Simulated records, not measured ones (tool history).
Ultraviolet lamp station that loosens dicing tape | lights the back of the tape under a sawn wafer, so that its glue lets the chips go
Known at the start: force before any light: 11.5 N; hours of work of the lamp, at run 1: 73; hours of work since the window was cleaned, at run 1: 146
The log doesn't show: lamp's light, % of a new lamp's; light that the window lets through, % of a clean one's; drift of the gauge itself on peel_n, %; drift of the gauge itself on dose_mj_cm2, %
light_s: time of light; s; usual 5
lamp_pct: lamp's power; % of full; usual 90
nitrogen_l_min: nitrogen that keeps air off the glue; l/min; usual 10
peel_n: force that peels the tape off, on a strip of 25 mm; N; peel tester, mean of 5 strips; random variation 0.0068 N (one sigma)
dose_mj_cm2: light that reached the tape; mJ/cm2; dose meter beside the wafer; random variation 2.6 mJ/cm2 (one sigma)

| run | hour | light_s | lamp_pct | nitrogen_l_min | hours of work of the lamp | hours of work since the window was cleaned | peel_n | dose_mj_cm2 |
|---|---|---|---|---|---|---|---|---|
| 1 | 0 | 5 | 90 | 10 | 73 | 146 | 0.298 | 319 |
| 2 | 63.2 | 5 | 90 | 4 | 124 | 196 | 0.912 | 307 |
| 3 | 115.7 | 5 | 90 | 4 | 166 | 238 | 1.035 | 300 |
| 4 | 171.6 | 5 | 98 | 10 | 210 | 283 | 0.289 | 315 |
| 5 | 204 | 5 | 90 | 4 | 236 | 309 | 1.082 | 284 |
| 6 | 254.3 | 5 | 90 | 10 | 276 | 349 | 0.454 | 278 |
| 7 | 316.3 | 5 | 90 | 10 | 326 | 398 | 0.479 | 269 |
|  | 320.6 | window cleaned of glue's vapour |
| 8 | 377.3 | 5 | 90 | 10 | 374 | 45 | 0.784 | 225 |
| 9 | 417.3 | 5 | 90 | 10 | 406 | 77 | 0.812 | 217 |
| 10 | 476.3 | 5 | 69 | 10 | 453 | 124 | 1.593 | 162 |
| 11 | 514.1 | 5 | 90 | 10 | 484 | 155 | 0.97 | 206 |
| 12 | 567.7 | 5 | 90 | 10 | 526 | 197 | 1.031 | 203 |
|  | 580.2 | window cleaned of glue's vapour, once more |
| 13 | 611.6 | 5 | 90 | 10 | 561 | 25 | 0.308 | 308 |
| 14 | 646.5 | 8 | 62 | 4 | 589 | 53 | 0.77 | 334 |
| 15 | 682.2 | 4 | 89 | 12 | 617 | 82 | 0.537 | 235 |
| 16 | 719.3 | 8 | 77 | 11 | 647 | 111 | 0.132 | 402 |
| 17 | 754.1 | 8 | 77 | 11 | 675 | 139 | 0.142 | 400 |
| 18 | 819.6 | 5 | 68 | 4 | 727 | 191 | 1.971 | 206 |
| 19 | 870.2 | 4 | 90 | 4 | 768 | 232 | 1.964 | 223 |
| 20 | 923.3 | 4 | 90 | 4 | 810 | 274 | 1.951 | 211 |
| 21 | 962.6 | 4 | 78 | 7 | 841 | 305 | 1.655 | 176 |
| 22 | 1024.3 | 4 | 78 | 7 | 891 | 355 | 1.798 | 174 |
|  | 1083.7 | window cleaned of glue's vapour |
| 23 | 1083.7 | 4 | 78 | 7 | 938 | 0 | 1.397 | 202 |
| 24 | 1147.7 | 9 | 90 | 10 | 989 | 51 | 0.087 | 502 |
| 25 | 1184.9 | 5 | 90 | 6 | 1019 | 81 | 0.798 | 282 |

Forecast each of these 3 alternatives for the next run:
| A | 1239.2 | 9 | 66 | 10 | 1062 | 124 | ? | ? |
| B | 1239.2 | 5 | 66 | 3 | 1062 | 124 | ? | ? |
| C | 1239.2 | 2 | 90 | 6 | 1062 | 124 | ? | ? |

| run | peel_n | dose_mj_cm2 |
|---|---|---|
| A | 0.202 | 362 |
| B | 2.657 | 197 |
| C | 3.961 | 106 |
Without the tool's hidden state the same runs would have given:
| run | peel_n | dose_mj_cm2 |
|---|---|---|
| A | 0.105 | 464 |
| B | 1.773 | 254 |
| C | 2.93 | 136 |
